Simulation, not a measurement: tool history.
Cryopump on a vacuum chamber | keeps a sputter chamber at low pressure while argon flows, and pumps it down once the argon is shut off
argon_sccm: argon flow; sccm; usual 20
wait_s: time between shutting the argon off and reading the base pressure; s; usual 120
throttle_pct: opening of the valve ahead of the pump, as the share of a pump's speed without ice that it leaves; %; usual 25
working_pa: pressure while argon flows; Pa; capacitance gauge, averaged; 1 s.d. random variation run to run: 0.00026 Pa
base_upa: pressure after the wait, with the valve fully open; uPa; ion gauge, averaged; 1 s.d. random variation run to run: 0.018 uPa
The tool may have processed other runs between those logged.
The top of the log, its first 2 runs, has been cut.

| run | hour | argon_sccm | wait_s | throttle_pct | hours of work since the pump was warmed up and emptied | hours of work since the cold head was overhauled | hours of work since the chamber's fittings were tightened | working_pa | base_upa |
|---|---|---|---|---|---|---|---|---|---|
|  | 77.4 | pump warmed up, emptied and cooled again |
| 3 | 87.1 | 20 | 120 | 25 | 7 | 740 | 900 | 0.0594 | 0.48 |
| 4 | 135.8 | 20 | 120 | 41 | 41 | 775 | 934 | 0.0369 | 0.46 |
| 5 | 187.5 | 20 | 120 | 41 | 78 | 811 | 971 | 0.0369 | 0.49 |
| 6 | 221.5 | 20 | 151 | 25 | 102 | 835 | 995 | 0.0603 | 0.47 |
| 7 | 292.5 | 20 | 151 | 25 | 152 | 886 | 1045 | 0.0608 | 0.46 |
| 8 | 335.3 | 20 | 151 | 17 | 183 | 916 | 1076 | 0.0890 | 0.52 |
| 9 | 382.3 | 20 | 120 | 25 | 216 | 949 | 1109 | 0.0609 | 0.52 |
|  | 402.2 | leaking fittings of the chamber tightened, without venting |
| 10 | 449.3 | 39 | 120 | 25 | 262 | 995 | 33 | 0.1203 | 0.31 |
| 11 | 524.1 | 39 | 120 | 25 | 315 | 1048 | 86 | 0.1210 | 0.35 |
| 12 | 583.3 | 39 | 120 | 25 | 357 | 1090 | 128 | 0.1216 | 0.34 |
|  | 592.2 | pump warmed up, emptied and cooled again |
| 13 | 645.0 | 20 | 120 | 25 | 37 | 1130 | 168 | 0.0594 | 0.35 |
| 14 | 700.2 | 20 | 120 | 25 | 76 | 1169 | 207 | 0.0603 | 0.34 |
| 15 | 740.7 | 35 | 120 | 25 | 105 | 1198 | 236 | 0.1055 | 0.36 |
| 16 | 790.4 | 35 | 120 | 25 | 140 | 1233 | 271 | 0.1065 | 0.37 |

What will run 17 give?
| 17 | 860.9 | 20 | 27 | 25 | 190 | 1283 | 321 | ? | ? |

working_pa: 0.0608 Pa
base_upa: 0.96 uPa
On a tool with no hidden condition, and with the same random variation, this run would have come out at working_pa 0.0595 Pa, base_upa 0.87 uPa.
